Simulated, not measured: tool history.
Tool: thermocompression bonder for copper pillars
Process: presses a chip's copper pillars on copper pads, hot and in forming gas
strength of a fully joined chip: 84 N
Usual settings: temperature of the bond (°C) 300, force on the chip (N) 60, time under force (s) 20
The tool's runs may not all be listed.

run	hour	temperature of the bond (°C)	force on the chip (N)	time under force (s)	force that shears a chip off (N)
1	0.0	300	60	20	39.6
# hour 15.3: forming gas filter changed
2	35.0	300	60	20	41.7
3	59.0	300	60	20	41.5
4	79.5	300	60	20	41.6
5	112.8	300	60	20	41.1
6	141.9	300	69	20	43.9
7	166.3	300	60	20	40.8
8	185.6	300	60	20	40.7
9	221.7	300	60	20	41.3
10	263.2	300	60	20	40.4
11	298.0	300	60	20	40.4
12	327.7	300	60	20	40.1
13	350.7	300	60	20	40.2
14	372.9	300	60	20	40.1
15	398.3	300	60	20	40.2
16	432.6	300	60	20	39.8
17	462.2	300	60	20	39.9
18	487.6	279	60	20	32.6
19	513.8	279	60	20	32.2
20	535.9	300	60	23	42.0
21	560.5	300	67	23	44.0
22	599.0	292	70	19	39.0
23	620.5	324	57	13	40.9
24	652.7	275	43	29	29.2
25	683.1	300	39	21	31.5
26	714.8	281	79	13	31.8
27	739.0	281	79	13	31.8
28	777.4	281	79	13	31.7
29	804.0	302	75	13	38.0
30	834.3	319	52	16	39.4
31	852.8	300	42	29	36.5
# hour 866.6: forming gas filter changed
32	873.8	279	60	29	37.8
33	894.3	279	60	29	37.6
34	927.1	300	47	49	47.9
35	957.9	287	81	20	42.0
36	979.6	287	81	20	42.0
37	1020.2	287	81	20	41.2
38	1061.7	327	60	20	49.6

Forecast each of these 4 alternatives for the next run:
A	1087.0	310	71	11	?
B	1087.0	287	85	54	?
C	1087.0	327	62	25	?
D	1087.0	293	40	12	?

run	force that shears a chip off (N)
A	38.1
B	57.2
C	54.0
D	24.1
Without the tool's hidden state the same runs would have given:
run	force that shears a chip off (N)
A	41.1
B	61.0
C	57.2
D	26.4
